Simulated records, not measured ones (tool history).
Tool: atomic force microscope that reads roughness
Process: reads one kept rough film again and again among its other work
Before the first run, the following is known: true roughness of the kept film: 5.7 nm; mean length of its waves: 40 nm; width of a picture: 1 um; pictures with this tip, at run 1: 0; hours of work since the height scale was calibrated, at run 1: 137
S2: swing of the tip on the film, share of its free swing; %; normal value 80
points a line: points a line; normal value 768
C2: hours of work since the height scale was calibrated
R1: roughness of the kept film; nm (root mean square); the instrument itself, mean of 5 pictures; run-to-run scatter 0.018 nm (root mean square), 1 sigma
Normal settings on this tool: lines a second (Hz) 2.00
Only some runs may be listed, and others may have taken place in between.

Run 1, hour 0.0: usual settings; pictures with this tip 0; C2 137. Result: R1 4.267 nm (root mean square).
Run 2, hour 27.0: usual settings; pictures with this tip 45; C2 156. Result: R1 4.066 nm (root mean square).
Run 3, hour 57.0: usual settings; pictures with this tip 94; C2 177. Result: R1 3.844 nm (root mean square).
At hour 68.9: new tip fitted.
Run 4, hour 115.8: usual settings; pictures with this tip 77; C2 218. Result: R1 3.946 nm (root mean square).
At hour 134.7: new tip fitted.
Run 5, hour 147.2: usual settings; pictures with this tip 21; C2 240. Result: R1 4.196 nm (root mean square).
At hour 200.1: new tip fitted.
Run 6, hour 207.0: usual settings; pictures with this tip 11; C2 281. Result: R1 4.270 nm (root mean square).
Run 7, hour 264.3: usual settings; pictures with this tip 105; C2 322. Result: R1 3.856 nm (root mean square).
At hour 270.0: new tip fitted.
Run 8, hour 305.5: usual settings; pictures with this tip 58; C2 351. Result: R1 4.042 nm (root mean square).
At hour 338.5: new tip fitted.
Run 9, hour 355.6: usual settings; pictures with this tip 28; C2 386. Result: R1 4.199 nm (root mean square).
Run 10, hour 391.2: usual settings; pictures with this tip 87; C2 411. Result: R1 3.920 nm (root mean square).
At hour 405.8: new tip fitted.
Run 11, hour 416.0: usual settings but S2 79 %; pictures with this tip 16; C2 428. Result: R1 4.263 nm (root mean square).
Run 12, hour 452.7: usual settings but S2 79 %; pictures with this tip 77; C2 454. Result: R1 3.958 nm (root mean square).
At hour 472.1: new tip fitted.
Run 13, hour 505.4: usual settings but S2 65 %; pictures with this tip 54; C2 491. Result: R1 4.564 nm (root mean square).
At hour 537.9: new tip fitted.
Run 14, hour 560.7: usual settings but S2 65 %; pictures with this tip 37; C2 529. Result: R1 4.628 nm (root mean square).
At hour 605.9: new tip fitted.
Run 15, hour 611.9: usual settings but S2 90 %; pictures with this tip 10; C2 565. Result: R1 3.852 nm (root mean square).
Run 16, hour 645.5: usual settings but S2 90 %; pictures with this tip 65; C2 589. Result: R1 3.606 nm (root mean square).
At hour 672.9: new tip fitted.
Run 17, hour 697.4: usual settings but S2 90 %; pictures with this tip 41; C2 625. Result: R1 3.699 nm (root mean square).
Run 18, hour 727.6: usual settings but points a line 831; pictures with this tip 90; C2 646. Result: R1 3.936 nm (root mean square).
At hour 742.7: new tip fitted.
Run 19, hour 761.5: usual settings; pictures with this tip 31; C2 670. Result: R1 4.167 nm (root mean square).
At hour 809.4: new tip fitted.
Run 20, hour 810.0: usual settings; pictures with this tip 1; C2 704. Result: R1 4.295 nm (root mean square).
Run 21, hour 852.9: usual settings; pictures with this tip 72; C2 734. Result: R1 3.953 nm (root mean square).
At hour 879.7: new tip fitted.
Run 22, hour 904.6: usual settings; pictures with this tip 41; C2 770. Result: R1 4.130 nm (root mean square).
Run 23, hour 934.4: usual settings but points a line 625; pictures with this tip 89; C2 791. Result: R1 3.901 nm (root mean square).
At hour 949.8: new tip fitted.
Run 24, hour 968.9: usual settings but points a line 625; pictures with this tip 31; C2 815. Result: R1 4.182 nm (root mean square).
Run 25, hour 996.3: usual settings but points a line 625; pictures with this tip 76; C2 834. Result: R1 3.981 nm (root mean square).
At hour 1017.3: new tip fitted.
Run 26, hour 1043.1: usual settings but points a line 625; pictures with this tip 42; C2 867. Result: R1 4.097 nm (root mean square).
At hour 1087.0: new tip fitted.
Run 27, hour 1089.4: usual settings but S2 81 %, points a line 483; pictures with this tip 4; C2 899. Result: R1 4.233 nm (root mean square).
At hour 1095.3: height scale calibrated on a step standard.
Run 28, hour 1149.5: usual settings but S2 81 %, points a line 483; pictures with this tip 101; C2 38. Result: R1 3.849 nm (root mean square).
At hour 1155.5: new tip fitted.
Run 29, hour 1178.2: usual settings but S2 89 %; pictures with this tip 37; C2 58. Result: R1 3.772 nm (root mean square).
Run 30, hour 1206.7: usual settings but S2 89 %; pictures with this tip 84; C2 78. Result: R1 3.570 nm (root mean square).
At hour 1223.8: new tip fitted.
Run 31, hour 1258.8: usual settings but lines a second (Hz) 3.15, S2 59 %, points a line 714; pictures with this tip 58; C2 115. Result: R1 4.460 nm (root mean square).
At hour 1289.6: new tip fitted.
At hour 1294.3: height scale calibrated on a step standard, once more.
Run 32, hour 1311.3: usual settings but lines a second (Hz) 3.15, S2 59 %, points a line 714; pictures with this tip 34; C2 12. Result: R1 4.570 nm (root mean square).
At hour 1358.2: new tip fitted.
Run 33, hour 1368.3: usual settings but lines a second (Hz) 1.21, S2 79 %, points a line 834; pictures with this tip 17; C2 52. Result: R1 4.614 nm (root mean square).
Run 34, hour 1413.3: usual settings but lines a second (Hz) 0.68; pictures with this tip 91; C2 84. Result: R1 4.450 nm (root mean square).
At hour 1425.3: new tip fitted.
Run 35, hour 1464.5: usual settings but lines a second (Hz) 0.68; pictures with this tip 65; C2 119. Result: R1 4.582 nm (root mean square).
At hour 1492.2: new tip fitted.
Run 36, hour 1494.0: usual settings but lines a second (Hz) 2.66, S2 62 %; pictures with this tip 3; C2 140. Result: R1 4.754 nm (root mean square).
Run 37, hour 1549.1: usual settings but points a line 625; pictures with this tip 94; C2 179. Result: R1 3.893 nm (root mean square).
At hour 1561.9: new tip fitted.
Run 38, hour 1604.1: usual settings but lines a second (Hz) 0.91; pictures with this tip 69; C2 217. Result: R1 4.434 nm (root mean square).
At hour 1630.1: new tip fitted.
Run 39, hour 1638.2: usual settings but lines a second (Hz) 0.91; pictures with this tip 13; C2 241. Result: R1 4.735 nm (root mean square).
Run 40, hour 1681.7: usual settings but lines a second (Hz) 2.29, S2 77 %, points a line 304; pictures with this tip 84; C2 271. Result: R1 3.926 nm (root mean square).
At hour 1697.6: new tip fitted.
Run 41, hour 1710.2: usual settings but lines a second (Hz) 3.33, S2 77 %, points a line 398; pictures with this tip 20; C2 291. Result: R1 3.907 nm (root mean square).
Run 42, hour 1741.6: usual settings but lines a second (Hz) 3.33, S2 77 %, points a line 398; pictures with this tip 72; C2 313. Result: R1 3.693 nm (root mean square).
At hour 1765.1: new tip fitted.
Run 43, hour 1783.5: usual settings but points a line 259; pictures with this tip 30; C2 343. Result: R1 4.101 nm (root mean square).

What if the next run were any one of these 5? Each begins from the tool's condition after run 43:
Run A, hour 1823.1: usual settings but lines a second (Hz) 1.46, S2 74 %, points a line 474; pictures with this tip 96; C2 371. Result: R1 ?.
Run B, hour 1823.1: usual settings but lines a second (Hz) 1.47, points a line 264; pictures with this tip 96; C2 371. Result: R1 ?.
Run C, hour 1823.1: usual settings but points a line 935; pictures with this tip 96; C2 371. Result: R1 ?.
Run D, hour 1823.1: usual settings but lines a second (Hz) 0.85, points a line 259; pictures with this tip 96; C2 371. Result: R1 ?.
Run E, hour 1823.1: usual settings but lines a second (Hz) 0.58, S2 74 %, points a line 307; pictures with this tip 96; C2 371. Result: R1 ?.

run     R1
  A  4.222
  B  4.019
  C  3.847
  D  4.268
  E  4.482
Without the tool's hidden state the same runs would have given:
run     R1
  A  4.734
  B  4.507
  C  4.314
  D  4.784
  E  5.026
